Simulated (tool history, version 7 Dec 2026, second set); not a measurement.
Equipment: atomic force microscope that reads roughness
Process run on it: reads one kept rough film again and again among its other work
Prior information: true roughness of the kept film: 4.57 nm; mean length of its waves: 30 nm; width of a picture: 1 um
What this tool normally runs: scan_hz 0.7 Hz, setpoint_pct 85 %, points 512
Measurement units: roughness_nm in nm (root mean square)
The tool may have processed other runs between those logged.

run 1 hour=0 | scan_hz=0.7 setpoint_pct=85 points=512 | roughness_nm=2.406
-- hour=27.3 new tip fitted
run 2 hour=70.1 | scan_hz=0.7 setpoint_pct=85 points=512 | roughness_nm=3.112
run 3 hour=142.2 | scan_hz=0.7 setpoint_pct=85 points=512 | roughness_nm=2.616
-- hour=180.4 new tip fitted
run 4 hour=201.5 | scan_hz=0.7 setpoint_pct=85 points=512 | roughness_nm=3.349
run 5 hour=283.3 | scan_hz=0.7 setpoint_pct=65 points=512 | roughness_nm=2.723
run 6 hour=319.5 | scan_hz=0.7 setpoint_pct=65 points=512 | roughness_nm=2.493
-- hour=335.7 new tip fitted
run 7 hour=405.6 | scan_hz=0.7 setpoint_pct=65 points=512 | roughness_nm=2.996
run 8 hour=455.2 | scan_hz=0.7 setpoint_pct=85 points=512 | roughness_nm=2.562
-- hour=489.9 new tip fitted
run 9 hour=516.8 | scan_hz=0.7 setpoint_pct=85 points=512 | roughness_nm=3.291
run 10 hour=555 | scan_hz=1.386 setpoint_pct=85 points=512 | roughness_nm=2.781
run 11 hour=599.6 | scan_hz=1.692 setpoint_pct=85 points=512 | roughness_nm=2.398
-- hour=641.8 new tip fitted
run 12 hour=672 | scan_hz=1.692 setpoint_pct=85 points=512 | roughness_nm=2.996
-- hour=679.8 height scale calibrated on a step standard
run 13 hour=740.6 | scan_hz=1.692 setpoint_pct=85 points=512 | roughness_nm=2.526
-- hour=794.3 new tip fitted
run 14 hour=819.2 | scan_hz=0.7 setpoint_pct=85 points=758 | roughness_nm=3.334
-- hour=832.7 height scale calibrated on a step standard, once more
run 15 hour=897.6 | scan_hz=0.7 setpoint_pct=85 points=758 | roughness_nm=2.68
run 16 hour=938.3 | scan_hz=2.862 setpoint_pct=85 points=512 | roughness_nm=2.068
-- hour=953 new tip fitted
run 17 hour=1019.9 | scan_hz=0.7 setpoint_pct=85 points=739 | roughness_nm=2.859
run 18 hour=1086.3 | scan_hz=0.7 setpoint_pct=85 points=739 | roughness_nm=2.439
-- hour=1105.2 new tip fitted
run 19 hour=1131 | scan_hz=0.727 setpoint_pct=85 points=992 | roughness_nm=3.283
run 20 hour=1190.8 | scan_hz=0.727 setpoint_pct=85 points=992 | roughness_nm=2.727
run 21 hour=1247.5 | scan_hz=0.727 setpoint_pct=85 points=992 | roughness_nm=2.37
-- hour=1261.5 new tip fitted
run 22 hour=1318.3 | scan_hz=0.727 setpoint_pct=85 points=992 | roughness_nm=2.986
run 23 hour=1382.6 | scan_hz=0.727 setpoint_pct=85 points=992 | roughness_nm=2.534
-- hour=1417.7 new tip fitted
run 24 hour=1449.1 | scan_hz=0.727 setpoint_pct=66 points=992 | roughness_nm=3.366
run 25 hour=1527.7 | scan_hz=3.315 setpoint_pct=69 points=307 | roughness_nm=2.479
run 26 hour=1564.4 | scan_hz=1.855 setpoint_pct=81 points=407 | roughness_nm=2.26
-- hour=1571.1 new tip fitted
run 27 hour=1610.1 | scan_hz=1.043 setpoint_pct=85 points=512 | roughness_nm=3.094
run 28 hour=1657.7 | scan_hz=1.094 setpoint_pct=85 points=512 | roughness_nm=2.69
-- hour=1725 new tip fitted
run 29 hour=1730.8 | scan_hz=3.795 setpoint_pct=59 points=378 | roughness_nm=3.463
run 30 hour=1796.1 | scan_hz=0.69 setpoint_pct=58 points=512 | roughness_nm=2.983
run 31 hour=1868 | scan_hz=0.7 setpoint_pct=60 points=512 | roughness_nm=2.494
-- hour=1880.6 new tip fitted
run 32 hour=1929.2 | scan_hz=3.957 setpoint_pct=59 points=512 | roughness_nm=3.004
run 33 hour=1980.6 | scan_hz=0.963 setpoint_pct=85 points=512 | roughness_nm=2.612
run 34 hour=2026.3 | scan_hz=3.686 setpoint_pct=78 points=833 | roughness_nm=2.111
-- hour=2033.9 new tip fitted
run 35 hour=2070.6 | scan_hz=0.967 setpoint_pct=78 points=272 | roughness_nm=3.197

The logged runs with the hidden state left out (each run's random variation unchanged):
Hidden state at play: radius of the tip, nm; height scale over the true one, %; drift of the gauge itself on roughness_nm, %.
run=1 roughness_nm=3.597
run=2 roughness_nm=3.579
run=3 roughness_nm=3.595
run=4 roughness_nm=3.594
run=5 roughness_nm=3.725
run=6 roughness_nm=3.704
run=7 roughness_nm=3.734
run=8 roughness_nm=3.602
run=9 roughness_nm=3.602
run=10 roughness_nm=3.425
run=11 roughness_nm=3.352
run=12 roughness_nm=3.308
run=13 roughness_nm=3.356
run=14 roughness_nm=3.594
run=15 roughness_nm=3.589
run=16 roughness_nm=3.087
run=17 roughness_nm=3.595
run=18 roughness_nm=3.625
run=19 roughness_nm=3.588
run=20 roughness_nm=3.578
run=21 roughness_nm=3.575
run=22 roughness_nm=3.599
run=23 roughness_nm=3.606
run=24 roughness_nm=3.734
run=25 roughness_nm=3.39
run=26 roughness_nm=3.378
run=27 roughness_nm=3.492
run=28 roughness_nm=3.486
run=29 roughness_nm=3.565
run=30 roughness_nm=3.773
run=31 roughness_nm=3.736
run=32 roughness_nm=3.528
run=33 roughness_nm=3.497
run=34 roughness_nm=3.172
run=35 roughness_nm=3.564

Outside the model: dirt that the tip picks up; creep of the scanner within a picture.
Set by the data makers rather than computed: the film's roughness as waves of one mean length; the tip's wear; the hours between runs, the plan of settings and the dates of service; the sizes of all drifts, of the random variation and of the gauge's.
